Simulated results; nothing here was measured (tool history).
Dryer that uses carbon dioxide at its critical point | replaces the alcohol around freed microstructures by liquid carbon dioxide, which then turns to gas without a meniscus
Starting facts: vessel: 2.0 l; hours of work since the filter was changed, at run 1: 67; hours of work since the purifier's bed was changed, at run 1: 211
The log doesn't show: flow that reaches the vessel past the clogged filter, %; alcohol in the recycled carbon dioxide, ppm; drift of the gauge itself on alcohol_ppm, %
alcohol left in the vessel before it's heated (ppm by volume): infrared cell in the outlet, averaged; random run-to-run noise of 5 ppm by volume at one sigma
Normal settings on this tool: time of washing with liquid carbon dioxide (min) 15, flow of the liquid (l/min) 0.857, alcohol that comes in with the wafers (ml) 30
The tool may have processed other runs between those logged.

run,day,time of washing with liquid carbon dioxide (min),flow of the liquid (l/min),alcohol that comes in with the wafers (ml),hours of work since the filter was changed,hours of work since the purifier's bed was changed,alcohol left in the vessel before it's heated (ppm by volume)
1,0,15,0.857,30,67,211,94
2,2.138,15,0.857,30,107,251,119
3,4.312,19,0.857,30,147,291,86
4,6.667,15,1.219,30,191,335,83
5,9.325,15,0.857,23,240,384,152
6,10.688,15,0.857,21,266,410,147
# day 11.083: inlet filter changed
7,13.083,15,0.857,21,37,453,136
8,14.425,15,0.857,21,62,478,136
9,16.121,15,0.857,21,94,510,149
10,17.508,15,0.857,21,119,536,163
11,19.417,15,0.857,30,155,571,197
12,21.442,15,0.857,30,192,609,202
13,22.838,15,0.857,30,218,635,227
14,25.183,15,0.992,30,262,678,186
# day 25.833: inlet filter changed
15,27.221,15,0.903,30,26,715,199
16,30.212,15,0.903,30,81,771,205
17,32.758,15,0.903,30,129,818,221
18,35.404,15,0.903,30,178,867,236
19,37.892,15,0.903,30,224,913,256
# day 40.592: inlet filter changed
20,40.729,15,0.614,31,3,965,451
21,42.283,24,0.741,99,31,994,231

Expected results for the next run?
# day 43.967: purifier's bed changed
22,44.129,9,0.741,99,63,3,?

Run 22 came out at alcohol left in the vessel before it's heated (ppm by volume) 2478.
Without the tool's hidden state the same run would have given alcohol left in the vessel before it's heated (ppm by volume) 2188.
